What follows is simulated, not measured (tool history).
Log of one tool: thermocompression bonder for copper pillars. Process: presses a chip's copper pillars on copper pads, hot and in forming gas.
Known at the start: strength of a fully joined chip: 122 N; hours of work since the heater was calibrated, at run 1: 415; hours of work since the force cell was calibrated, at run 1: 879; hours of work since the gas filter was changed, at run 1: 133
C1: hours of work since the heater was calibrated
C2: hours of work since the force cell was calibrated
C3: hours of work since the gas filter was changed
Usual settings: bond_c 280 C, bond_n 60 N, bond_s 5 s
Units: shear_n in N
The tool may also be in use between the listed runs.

{"run": 1, "day": 0.0, "bond_c": 280, "bond_n": 60, "bond_s": 5, "C1": 415, "C2": 879, "C3": 133, "shear_n": 81.1}
{"run": 2, "day": 0.475, "bond_c": 280, "bond_n": 89, "bond_s": 5, "C1": 421, "C2": 885, "C3": 139, "shear_n": 96.0}
{"run": 3, "day": 1.525, "bond_c": 280, "bond_n": 60, "bond_s": 11, "C1": 435, "C2": 899, "C3": 153, "shear_n": 99.4}
{"run": 4, "day": 2.079, "bond_c": 252, "bond_n": 60, "bond_s": 11, "C1": 443, "C2": 907, "C3": 161, "shear_n": 73.2}
{"run": 5, "day": 2.704, "bond_c": 280, "bond_n": 60, "bond_s": 5, "C1": 451, "C2": 915, "C3": 169, "shear_n": 82.9}
{"run": 6, "day": 3.388, "bond_c": 280, "bond_n": 60, "bond_s": 5, "C1": 461, "C2": 925, "C3": 179, "shear_n": 81.7}
{"day": 4.025, "done": "force cell calibrated"}
{"run": 7, "day": 4.171, "bond_c": 280, "bond_n": 60, "bond_s": 7, "C1": 470, "C2": 2, "C3": 188, "shear_n": 89.7}
{"run": 8, "day": 4.662, "bond_c": 280, "bond_n": 60, "bond_s": 7, "C1": 477, "C2": 9, "C3": 195, "shear_n": 87.0}
{"run": 9, "day": 5.579, "bond_c": 280, "bond_n": 60, "bond_s": 5, "C1": 489, "C2": 21, "C3": 207, "shear_n": 81.6}
{"run": 10, "day": 6.575, "bond_c": 280, "bond_n": 60, "bond_s": 5, "C1": 503, "C2": 34, "C3": 221, "shear_n": 81.5}
{"run": 11, "day": 7.138, "bond_c": 280, "bond_n": 60, "bond_s": 5, "C1": 510, "C2": 42, "C3": 228, "shear_n": 80.7}
{"run": 12, "day": 7.825, "bond_c": 297, "bond_n": 60, "bond_s": 5, "C1": 520, "C2": 51, "C3": 238, "shear_n": 96.4}
{"run": 13, "day": 8.292, "bond_c": 297, "bond_n": 60, "bond_s": 5, "C1": 526, "C2": 58, "C3": 244, "shear_n": 98.0}
{"run": 14, "day": 8.9, "bond_c": 295, "bond_n": 44, "bond_s": 7, "C1": 534, "C2": 66, "C3": 252, "shear_n": 90.1}
{"run": 15, "day": 9.629, "bond_c": 273, "bond_n": 45, "bond_s": 4, "C1": 544, "C2": 76, "C3": 262, "shear_n": 59.7}
{"run": 16, "day": 10.392, "bond_c": 273, "bond_n": 45, "bond_s": 6, "C1": 554, "C2": 86, "C3": 272, "shear_n": 67.7}
{"day": 10.579, "done": "forming gas filter changed"}
{"run": 17, "day": 11.029, "bond_c": 298, "bond_n": 42, "bond_s": 9, "C1": 563, "C2": 94, "C3": 6, "shear_n": 95.0}

Run 18 comes next. What will it give?
{"run": 18, "day": 11.688, "bond_c": 298, "bond_n": 63, "bond_s": 3, "C1": 572, "C2": 103, "C3": 15, "shear_n": "?"}

shear_n: 89.8 N
Without the tool's hidden state the same run would have given shear_n 90.0 N.
